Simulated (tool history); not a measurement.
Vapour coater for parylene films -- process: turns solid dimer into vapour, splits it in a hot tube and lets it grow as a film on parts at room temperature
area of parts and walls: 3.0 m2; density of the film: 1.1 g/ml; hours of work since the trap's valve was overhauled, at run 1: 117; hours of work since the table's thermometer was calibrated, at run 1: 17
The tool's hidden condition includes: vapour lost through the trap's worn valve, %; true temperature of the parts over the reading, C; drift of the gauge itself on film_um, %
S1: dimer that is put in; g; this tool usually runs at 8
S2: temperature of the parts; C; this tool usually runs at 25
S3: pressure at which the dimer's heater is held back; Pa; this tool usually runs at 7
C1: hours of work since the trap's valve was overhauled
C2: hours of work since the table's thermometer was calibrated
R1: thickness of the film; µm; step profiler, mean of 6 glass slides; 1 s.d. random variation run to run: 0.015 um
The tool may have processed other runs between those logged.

run   hour  S1  S2     S3   C1   C2    R1
  1      0   8  25      7  117   17   1.2
  2   26.3   8  25      7  140   40  1.18
  3   49.8   8  25      7  161   61  1.18
  4   69.8   8  25      7  178   79  1.14
  5     91   8  25      7  197   98  1.14
  6  107.4   8  25      7  212  112  1.13
       129  -- trap's valve overhauled
  7    146   8  25      7   15  143  1.29
  8    173   8  25      7   39  167  1.28
  9    197  13  25      7   60  188  2.02
 10  219.3   8  25      3   80  208  1.37
 11  254.7   8  25      3  111  239  1.36
 12  285.6   8  25   9.74  139  266  1.11
 13    314   8  25   9.74  164  291  1.12
 14  343.5   8  33  10.68  190  318  0.91
 15  383.8   8  33  10.68  226  353  0.91
     391.3  -- trap's valve overhauled
 16  427.6   6  25   2.03   32  389  1.11
 17  460.4   8  18   8.81   61  418   1.4
 18  485.1   8  18   8.81   83  439  1.37
 19  515.2  11  20   8.81  110  466  1.81
 20  547.7   8  19    2.4  139  495  1.52
 21  573.8   4  19   4.98  162  518  0.68
 22  611.2  12  29   3.33  195  551  1.72
     651.9  -- trap's valve overhauled
 23  651.9   8  29    6.5    0  584  1.23
 24  690.4   4  29   6.99   34  618  0.57

Hidden state at the last listed run before each entry between runs and at the first one after, where it differs:
Run 6 -> run 7: trap's valve overhauled (hour 129)
  vapour lost through the trap's worn valve, %: 13.8 -> 1; true temperature of the parts over the reading, C: 0 -> -0.01
  the result without the hidden state subtracted from the measured one, R1: -0.18 -> -0.01 µm
Run 15 -> run 16: trap's valve overhauled (hour 391.3)
  vapour lost through the trap's worn valve, %: 14.7 -> 2.3; true temperature of the parts over the reading, C: -0.08 -> -0.09
  the result without the hidden state subtracted from the measured one, R1: -0.15 -> -0.02 µm
Run 22 -> run 23: trap's valve overhauled (hour 651.9)
  vapour lost through the trap's worn valve, %: 12.8 -> 0.5; true temperature of the parts over the reading, C: -0.13 -> -0.14
  the result without the hidden state subtracted from the measured one, R1: -0.25 -> +0 µm
